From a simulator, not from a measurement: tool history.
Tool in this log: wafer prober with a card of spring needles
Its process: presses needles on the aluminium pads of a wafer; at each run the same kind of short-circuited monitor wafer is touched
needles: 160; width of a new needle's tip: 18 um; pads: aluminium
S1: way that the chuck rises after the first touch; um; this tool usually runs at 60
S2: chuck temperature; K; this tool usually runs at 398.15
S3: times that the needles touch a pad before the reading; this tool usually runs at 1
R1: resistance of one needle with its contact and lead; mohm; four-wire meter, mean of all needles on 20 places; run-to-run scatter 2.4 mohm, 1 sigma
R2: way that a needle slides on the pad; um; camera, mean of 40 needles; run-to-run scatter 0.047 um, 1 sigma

run   hour  S1      S2  S3   R1     R2
  1    0.0  60  398.15   1  273  11.25
       6.8  -- tips cleaned on abrasive film
  2   13.0  60  398.15   1  276  11.43
      14.6  -- tips cleaned on abrasive film
      21.2  -- tips cleaned on abrasive film
      28.9  -- tips cleaned on abrasive film
      35.9  -- tips cleaned on abrasive film
  3   36.7  60  398.15   1  273  11.39
      42.6  -- tips cleaned on abrasive film
      50.2  -- tips cleaned on abrasive film
      56.8  -- tips cleaned on abrasive film
  4   57.7  60  398.15   1  274  11.41
      64.1  -- tips cleaned on abrasive film
      71.6  -- tips cleaned on abrasive film
      79.1  -- tips cleaned on abrasive film
  5   80.6  60  398.15   2  272  11.43
      87.1  -- tips cleaned on abrasive film
      94.7  -- tips cleaned on abrasive film
     102.3  -- tips cleaned on abrasive film
  6  104.6  60  304.15   2  246  11.44
     109.6  -- tips cleaned on abrasive film
  7  114.6  60  304.15   2  244  11.35
     116.3  -- tips cleaned on abrasive film
     124.2  -- tips cleaned on abrasive film
     131.3  -- tips cleaned on abrasive film
  8  133.4  60  304.15   2  251  11.46
     138.0  -- tips cleaned on abrasive film
     145.8  -- tips cleaned on abrasive film
     153.5  -- tips cleaned on abrasive film
  9  153.6  60  304.15   2  246  11.43
     161.4  -- tips cleaned on abrasive film
     168.4  -- tips cleaned on abrasive film
     175.8  -- tips cleaned on abrasive film
 10  177.4  43  398.15   1  291   8.22
     183.4  -- tips cleaned on abrasive film
 11  187.6  60  391.15   1  276  11.45
     190.6  -- tips cleaned on abrasive film
     198.3  -- tips cleaned on abrasive film
 12  200.6  60  398.15   1  280  11.53
     205.7  -- tips cleaned on abrasive film
     212.7  -- tips cleaned on abrasive film
     220.6  -- tips cleaned on abrasive film
 13  222.2  60  398.15   1  275  11.52
     227.6  -- tips cleaned on abrasive film
     235.0  -- tips cleaned on abrasive film
     242.3  -- tips cleaned on abrasive film
 14  242.4  60  398.15   1  275  11.52
     249.4  -- tips cleaned on abrasive film
 15  255.7  60  398.15   1  275  11.49
     257.4  -- tips cleaned on abrasive film
     264.7  -- tips cleaned on abrasive film
     272.0  -- tips cleaned on abrasive film
     273.9  -- height of the first contact set anew
 16  275.3  56  398.15   2  282  10.69
     280.2  -- tips cleaned on abrasive film
     287.8  -- tips cleaned on abrasive film
     294.9  -- tips cleaned on abrasive film
 17  300.1  56  398.15   2  277  10.71
     302.4  -- tips cleaned on abrasive film
     310.3  -- tips cleaned on abrasive film
 18  313.4  56  398.15   2  277  10.70
     318.2  -- tips cleaned on abrasive film
     325.9  -- tips cleaned on abrasive film
 19  326.0  76  398.15   2  268  14.72
     333.1  -- tips cleaned on abrasive film
     340.9  -- tips cleaned on abrasive film
 20  342.9  60  306.15   1  249  11.44
     347.9  -- tips cleaned on abrasive film
     355.6  -- tips cleaned on abrasive film
 21  360.7  60  306.15   1  247  11.57
     362.3  -- tips cleaned on abrasive film
     370.3  -- tips cleaned on abrasive film
     377.2  -- tips cleaned on abrasive film
 22  379.5  60  306.15   1  251  11.50
     383.9  -- tips cleaned on abrasive film
     390.8  -- tips cleaned on abrasive film
     398.1  -- tips cleaned on abrasive film
 23  398.1  60  306.15   1  246  11.54
     404.7  -- tips cleaned on abrasive film
     412.7  -- tips cleaned on abrasive film
     420.5  -- tips cleaned on abrasive film
 24  420.8  60  306.15   1  249  11.55
     427.2  -- tips cleaned on abrasive film
     434.4  -- tips cleaned on abrasive film
     441.3  -- tips cleaned on abrasive film
 25  444.2  60  306.15   1  248  11.54
     448.9  -- tips cleaned on abrasive film
 26  454.3  60  398.15   2  275  11.55
     455.8  -- tips cleaned on abrasive film
     463.7  -- tips cleaned on abrasive film
 27  468.0  59  398.15   1  272  11.42
     471.3  -- tips cleaned on abrasive film
     478.7  -- tips cleaned on abrasive film
 28  479.4  59  398.15   1  274  11.44
     486.0  -- tips cleaned on abrasive film
     493.4  -- tips cleaned on abrasive film
     501.7  -- tips cleaned on abrasive film
 29  503.6  60  321.15   1  251  11.68

What if the next run were any one of these 4? Each begins from the tool's condition after run 29:
     508.5  -- tips cleaned on abrasive film
     516.3  -- tips cleaned on abrasive film
  A  520.9  60  398.15   1   ?   ?
     508.5  -- tips cleaned on abrasive film
     516.3  -- tips cleaned on abrasive film
  B  520.9  63  328.15   2   ?   ?
     508.5  -- tips cleaned on abrasive film
     516.3  -- tips cleaned on abrasive film
  C  520.9  59  303.15   1   ?   ?
     508.5  -- tips cleaned on abrasive film
     516.3  -- tips cleaned on abrasive film
  D  520.9  41  398.15   1   ?   ?

run   R1     R2
  A  274  11.64
  B  253  12.18
  C  253  11.42
  D  294   7.87
Stripped of hidden state, with their random variation kept, the same runs would have yielded:
run   R1     R2
  A  273  11.40
  B  252  11.93
  C  252  11.19
  D  293   7.70

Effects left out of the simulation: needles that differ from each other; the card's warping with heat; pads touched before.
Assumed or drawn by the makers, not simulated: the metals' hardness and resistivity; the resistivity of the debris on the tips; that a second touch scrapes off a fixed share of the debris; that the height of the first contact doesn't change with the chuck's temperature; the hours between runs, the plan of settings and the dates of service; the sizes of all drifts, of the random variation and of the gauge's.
